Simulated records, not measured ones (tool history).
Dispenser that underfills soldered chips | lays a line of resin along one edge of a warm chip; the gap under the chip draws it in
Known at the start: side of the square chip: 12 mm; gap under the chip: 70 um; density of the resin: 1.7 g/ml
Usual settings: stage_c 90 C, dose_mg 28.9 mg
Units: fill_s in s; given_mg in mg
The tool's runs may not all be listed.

{"run": 1, "hour": 0.0, "stage_c": 90, "dose_mg": 28.9, "fill_s": 252.6, "given_mg": 27.7}
{"run": 2, "hour": 15.8, "stage_c": 90, "dose_mg": 34.3, "fill_s": 200.9, "given_mg": 32.87}
{"run": 3, "hour": 26.2, "stage_c": 95, "dose_mg": 34.3, "fill_s": 175.5, "given_mg": 32.38}
{"run": 4, "hour": 41.8, "stage_c": 95, "dose_mg": 34.3, "fill_s": 139.6, "given_mg": 32.28}
{"run": 5, "hour": 55.2, "stage_c": 89, "dose_mg": 28.9, "fill_s": 196.7, "given_mg": 28.79}
{"run": 6, "hour": 66.2, "stage_c": 89, "dose_mg": 28.9, "fill_s": 210.2, "given_mg": 28.6}
{"run": 7, "hour": 76.1, "stage_c": 87, "dose_mg": 28.9, "fill_s": 217.3, "given_mg": 28.5}
{"run": 8, "hour": 86.0, "stage_c": 87, "dose_mg": 28.9, "fill_s": 219.5, "given_mg": 28.56}
{"run": 9, "hour": 101.8, "stage_c": 90, "dose_mg": 28.9, "fill_s": 164.5, "given_mg": 28.3}
{"run": 10, "hour": 112.6, "stage_c": 97, "dose_mg": 28.9, "fill_s": 132.9, "given_mg": 28.21}
{"run": 11, "hour": 122.8, "stage_c": 97, "dose_mg": 28.9, "fill_s": 134.2, "given_mg": 28.02}
{"run": 12, "hour": 134.7, "stage_c": 97, "dose_mg": 28.9, "fill_s": 148.9, "given_mg": 27.98}
{"run": 13, "hour": 145.9, "stage_c": 97, "dose_mg": 28.9, "fill_s": 154.6, "given_mg": 27.85}
{"run": 14, "hour": 155.5, "stage_c": 90, "dose_mg": 28.9, "fill_s": 203.4, "given_mg": 27.61}
{"run": 15, "hour": 162.7, "stage_c": 90, "dose_mg": 28.9, "fill_s": 173.4, "given_mg": 27.59}
{"run": 16, "hour": 175.1, "stage_c": 90, "dose_mg": 28.9, "fill_s": 192.8, "given_mg": 27.41}
{"run": 17, "hour": 189.2, "stage_c": 90, "dose_mg": 28.9, "fill_s": 231.6, "given_mg": 27.27}
{"run": 18, "hour": 197.7, "stage_c": 90, "dose_mg": 28.9, "fill_s": 225.5, "given_mg": 27.3}
{"run": 19, "hour": 205.8, "stage_c": 94, "dose_mg": 34.9, "fill_s": 169.2, "given_mg": 34.89}
{"run": 20, "hour": 216.8, "stage_c": 76, "dose_mg": 31.1, "fill_s": 349, "given_mg": 30.95}
{"run": 21, "hour": 226.8, "stage_c": 81, "dose_mg": 36.7, "fill_s": 296.7, "given_mg": 36.4}
{"run": 22, "hour": 237.6, "stage_c": 88, "dose_mg": 29.8, "fill_s": 240.6, "given_mg": 29.42}
{"run": 23, "hour": 245.9, "stage_c": 88, "dose_mg": 29.8, "fill_s": 228.9, "given_mg": 29.11}
{"run": 24, "hour": 259.0, "stage_c": 92, "dose_mg": 35.4, "fill_s": 228.3, "given_mg": 34.54}
{"run": 25, "hour": 267.8, "stage_c": 76, "dose_mg": 28.9, "fill_s": 391.6, "given_mg": 28.04}
{"run": 26, "hour": 284.1, "stage_c": 75, "dose_mg": 27.8, "fill_s": 347.3, "given_mg": 26.62}
{"run": 27, "hour": 301.2, "stage_c": 88, "dose_mg": 24.9, "fill_s": 181.6, "given_mg": 23.87}
{"run": 28, "hour": 315.8, "stage_c": 88, "dose_mg": 24.9, "fill_s": 238.5, "given_mg": 23.83}
{"run": 29, "hour": 325.3, "stage_c": 99, "dose_mg": 29.6, "fill_s": 155.3, "given_mg": 28.03}
{"run": 30, "hour": 339.7, "stage_c": 99, "dose_mg": 29.6, "fill_s": 189.2, "given_mg": 27.71}
{"run": 31, "hour": 356.8, "stage_c": 90, "dose_mg": 35.6, "fill_s": 212.5, "given_mg": 35.64}
{"run": 32, "hour": 372.2, "stage_c": 93, "dose_mg": 27.2, "fill_s": 158.6, "given_mg": 26.91}
{"run": 33, "hour": 379.6, "stage_c": 82, "dose_mg": 37.1, "fill_s": 336.3, "given_mg": 36.68}
{"run": 34, "hour": 387.4, "stage_c": 75, "dose_mg": 31.9, "fill_s": 397.6, "given_mg": 31.51}

Not shown: 42 entries that the log had between the listed runs. Between which runs, and how does the tool's hidden state differ before and after?
Between runs 1 and 2: new syringe of resin (hour 1.6); new syringe of resin (hour 11.2)
  resin's viscosity, % of fresh resin's: 156.9 -> 124.7; dose that the valve gives, % of what is set: 95.75 -> 95.13; true chip temperature over the reading, C: -0.96 -> -1.01
  measured less the result without the state, fill_s: +97.6 -> +45.7 s; given_mg: -1.23 -> -1.68 mg
Between runs 2 and 3: new syringe of resin (hour 20.6)
  resin's viscosity, % of fresh resin's: 124.7 -> 130.7; dose that the valve gives, % of what is set: 95.13 -> 94.68; true chip temperature over the reading, C: -1.01 -> -1.04
  measured less the result without the state, fill_s: +45.7 -> +46.5 s; given_mg: -1.68 -> -1.81 mg
Between runs 3 and 4: new syringe of resin (hour 31.2); new syringe of resin (hour 40.9)
  resin's viscosity, % of fresh resin's: 130.7 -> 103.6; dose that the valve gives, % of what is set: 94.68 -> 94.05; true chip temperature over the reading, C: -1.04 -> -1.08
  measured less the result without the state, fill_s: +46.5 -> +10.2 s; given_mg: -1.81 -> -2.04 mg
Between runs 4 and 5: new syringe of resin (hour 50.9); dispensing valve cleaned and set on the balance (hour 51.9)
  resin's viscosity, % of fresh resin's: 103.6 -> 117.4; dose that the valve gives, % of what is set: 94.05 -> 99.8; true chip temperature over the reading, C: -1.08 -> -1.12
  measured less the result without the state, fill_s: +10.2 -> +35.8 s; given_mg: -2.04 -> -0.05 mg
Between runs 5 and 6: new syringe of resin (hour 61.7)
  resin's viscosity, % of fresh resin's: 117.4 -> 125.2; dose that the valve gives, % of what is set: 99.8 -> 99.33; true chip temperature over the reading, C: -1.12 -> -1.15
  measured less the result without the state, fill_s: +35.8 -> +49.2 s; given_mg: -0.05 -> -0.19 mg
Between runs 6 and 7: new syringe of resin (hour 72.1)
  resin's viscosity, % of fresh resin's: 125.2 -> 120.5; dose that the valve gives, % of what is set: 99.33 -> 98.92; true chip temperature over the reading, C: -1.15 -> -1.19
  measured less the result without the state, fill_s: +49.2 -> +44.7 s; given_mg: -0.19 -> -0.31 mg
Between runs 7 and 8: new syringe of resin (hour 81.7)
  resin's viscosity, % of fresh resin's: 120.5 -> 121.4; dose that the valve gives, % of what is set: 98.92 -> 98.56; true chip temperature over the reading, C: -1.19 -> -1.21
  measured less the result without the state, fill_s: +44.7 -> +46.7 s; given_mg: -0.31 -> -0.42 mg
Between runs 8 and 9: new syringe of resin (hour 91.4); new syringe of resin (hour 101.6)
  resin's viscosity, % of fresh resin's: 121.4 -> 100.2; dose that the valve gives, % of what is set: 98.56 -> 97.96; true chip temperature over the reading, C: -1.21 -> -1.26
  measured less the result without the state, fill_s: +46.7 -> +8 s; given_mg: -0.42 -> -0.59 mg
Between runs 9 and 10: new syringe of resin (hour 112)
  resin's viscosity, % of fresh resin's: 100.2 -> 103; dose that the valve gives, % of what is set: 97.96 -> 97.5; true chip temperature over the reading, C: -1.26 -> -1.29
  measured less the result without the state, fill_s: +8 -> +9.9 s; given_mg: -0.59 -> -0.72 mg
Between runs 10 and 11: new syringe of resin (hour 121.9)
  resin's viscosity, % of fresh resin's: 103 -> 105.1; dose that the valve gives, % of what is set: 97.5 -> 97.06; true chip temperature over the reading, C: -1.29 -> -1.32
  measured less the result without the state, fill_s: +9.9 -> +12.6 s; given_mg: -0.72 -> -0.85 mg
Between runs 11 and 12: new syringe of resin (hour 131.8)
  resin's viscosity, % of fresh resin's: 105.1 -> 115.2; dose that the valve gives, % of what is set: 97.06 -> 96.51; true chip temperature over the reading, C: -1.32 -> -1.35
  measured less the result without the state, fill_s: +12.6 -> +26.1 s; given_mg: -0.85 -> -1.01 mg
Between runs 12 and 13: new syringe of resin (hour 141.5)
  resin's viscosity, % of fresh resin's: 115.2 -> 121.9; dose that the valve gives, % of what is set: 96.51 -> 96.1; true chip temperature over the reading, C: -1.35 -> -1.39
  measured less the result without the state, fill_s: +26.1 -> +34.3 s; given_mg: -1.01 -> -1.13 mg
Between runs 13 and 14: new syringe of resin (hour 151.4)
  resin's viscosity, % of fresh resin's: 121.9 -> 121.6; dose that the valve gives, % of what is set: 96.1 -> 95.72; true chip temperature over the reading, C: -1.39 -> -1.42
  measured less the result without the state, fill_s: +34.3 -> +45.1 s; given_mg: -1.13 -> -1.24 mg
Between runs 14 and 15: new syringe of resin (hour 161.6)
  resin's viscosity, % of fresh resin's: 121.6 -> 104.6; dose that the valve gives, % of what is set: 95.72 -> 95.41; true chip temperature over the reading, C: -1.42 -> -1.44
  measured less the result without the state, fill_s: +45.1 -> +16.8 s; given_mg: -1.24 -> -1.32 mg
Between runs 15 and 16: new syringe of resin (hour 171.6)
  resin's viscosity, % of fresh resin's: 104.6 -> 118.6; dose that the valve gives, % of what is set: 95.41 -> 94.9; true chip temperature over the reading, C: -1.44 -> -1.48
  measured less the result without the state, fill_s: +16.8 -> +39.7 s; given_mg: -1.32 -> -1.47 mg
Between runs 16 and 17: new syringe of resin (hour 182.2)
  resin's viscosity, % of fresh resin's: 118.6 -> 142.2; dose that the valve gives, % of what is set: 94.9 -> 94.35; true chip temperature over the reading, C: -1.48 -> -1.53
  measured less the result without the state, fill_s: +39.7 -> +78.5 s; given_mg: -1.47 -> -1.64 mg
Between runs 17 and 18: new syringe of resin (hour 191.6)
  resin's viscosity, % of fresh resin's: 142.2 -> 137.1; dose that the valve gives, % of what is set: 94.35 -> 94; true chip temperature over the reading, C: -1.53 -> -1.55
  measured less the result without the state, fill_s: +78.5 -> +70.9 s; given_mg: -1.64 -> -1.74 mg
Between runs 18 and 19: new syringe of resin (hour 201.5); dispensing valve cleaned and set on the balance (hour 203.5)
  resin's viscosity, % of fresh resin's: 137.1 -> 118.4; dose that the valve gives, % of what is set: 94 -> 99.83; true chip temperature over the reading, C: -1.55 -> -1.58
  measured less the result without the state, fill_s: +70.9 -> +33.9 s; given_mg: -1.74 -> -0.06 mg
Between runs 19 and 20: new syringe of resin (hour 212.2)
  resin's viscosity, % of fresh resin's: 118.4 -> 126.4; dose that the valve gives, % of what is set: 99.83 -> 99.36; true chip temperature over the reading, C: -1.58 -> -1.61
  measured less the result without the state, fill_s: +33.9 -> +89.9 s; given_mg: -0.06 -> -0.2 mg
Between runs 20 and 21: new syringe of resin (hour 221.7)
  resin's viscosity, % of fresh resin's: 126.4 -> 128.4; dose that the valve gives, % of what is set: 99.36 -> 98.97; true chip temperature over the reading, C: -1.61 -> -1.64
  measured less the result without the state, fill_s: +89.9 -> +79.5 s; given_mg: -0.2 -> -0.37 mg
Between runs 21 and 22: new syringe of resin (hour 231.5)
  resin's viscosity, % of fresh resin's: 128.4 -> 133.5; dose that the valve gives, % of what is set: 98.97 -> 98.51; true chip temperature over the reading, C: -1.64 -> -1.67
  measured less the result without the state, fill_s: +79.5 -> +71.3 s; given_mg: -0.37 -> -0.44 mg
Between runs 22 and 23: new syringe of resin (hour 240.9)
  resin's viscosity, % of fresh resin's: 133.5 -> 128.3; dose that the valve gives, % of what is set: 98.51 -> 98.17; true chip temperature over the reading, C: -1.67 -> -1.7
  measured less the result without the state, fill_s: +71.3 -> +61.4 s; given_mg: -0.44 -> -0.54 mg
Between runs 23 and 24: new syringe of resin (hour 250.2)
  resin's viscosity, % of fresh resin's: 128.3 -> 152.1; dose that the valve gives, % of what is set: 98.17 -> 97.61; true chip temperature over the reading, C: -1.7 -> -1.74
  measured less the result without the state, fill_s: +61.4 -> +87.4 s; given_mg: -0.54 -> -0.85 mg
Between runs 24 and 25: new syringe of resin (hour 260.7)
  resin's viscosity, % of fresh resin's: 152.1 -> 140; dose that the valve gives, % of what is set: 97.61 -> 97.18; true chip temperature over the reading, C: -1.74 -> -1.77
  measured less the result without the state, fill_s: +87.4 -> +131.2 s; given_mg: -0.85 -> -0.81 mg
Between runs 25 and 26: new syringe of resin (hour 271.1); new syringe of resin (hour 280.7)
  resin's viscosity, % of fresh resin's: 140 -> 118.3; dose that the valve gives, % of what is set: 97.18 -> 96.44; true chip temperature over the reading, C: -1.77 -> -1.82
  measured less the result without the state, fill_s: +131.2 -> +75.2 s; given_mg: -0.81 -> -0.98 mg
Between runs 26 and 27: new syringe of resin (hour 291.5); new syringe of resin (hour 301.2)
  resin's viscosity, % of fresh resin's: 118.3 -> 98.7; dose that the valve gives, % of what is set: 96.44 -> 95.68; true chip temperature over the reading, C: -1.82 -> -1.87
  measured less the result without the state, fill_s: +75.2 -> +11.4 s; given_mg: -0.98 -> -1.07 mg
Between runs 27 and 28: new syringe of resin (hour 310.5)
  resin's viscosity, % of fresh resin's: 98.7 -> 129; dose that the valve gives, % of what is set: 95.68 -> 95.08; true chip temperature over the reading, C: -1.87 -> -1.91
  measured less the result without the state, fill_s: +11.4 -> +67.9 s; given_mg: -1.07 -> -1.23 mg
Between runs 28 and 29: new syringe of resin (hour 320.3)
  resin's viscosity, % of fresh resin's: 129 -> 130.1; dose that the valve gives, % of what is set: 95.08 -> 94.69; true chip temperature over the reading, C: -1.91 -> -1.94
  measured less the result without the state, fill_s: +67.9 -> +44.2 s; given_mg: -1.23 -> -1.57 mg
Between runs 29 and 30: new syringe of resin (hour 330.9)
  resin's viscosity, % of fresh resin's: 130.1 -> 154.4; dose that the valve gives, % of what is set: 94.69 -> 94.09; true chip temperature over the reading, C: -1.94 -> -1.99
  measured less the result without the state, fill_s: +44.2 -> +75.3 s; given_mg: -1.57 -> -1.75 mg
Between runs 30 and 31: new syringe of resin (hour 340.8); new syringe of resin (hour 350.7); dispensing valve cleaned and set on the balance (hour 354.6)
  resin's viscosity, % of fresh resin's: 154.4 -> 128.5; dose that the valve gives, % of what is set: 94.09 -> 100.07; true chip temperature over the reading, C: -1.99 -> -2.04
  measured less the result without the state, fill_s: +75.3 -> +58.9 s; given_mg: -1.75 -> +0.02 mg
Between runs 31 and 32: new syringe of resin (hour 361.9); new syringe of resin (hour 371.5)
  resin's viscosity, % of fresh resin's: 128.5 -> 105; dose that the valve gives, % of what is set: 100.07 -> 99.43; true chip temperature over the reading, C: -2.04 -> -2.09
  measured less the result without the state, fill_s: +58.9 -> +18.5 s; given_mg: +0.02 -> -0.15 mg
Between runs 33 and 34: new syringe of resin (hour 381)
  resin's viscosity, % of fresh resin's: 151 -> 136.1; dose that the valve gives, % of what is set: 99.13 -> 98.85; true chip temperature over the reading, C: -2.11 -> -2.13
  measured less the result without the state, fill_s: +130.5 -> +129 s; given_mg: -0.32 -> -0.36 mg
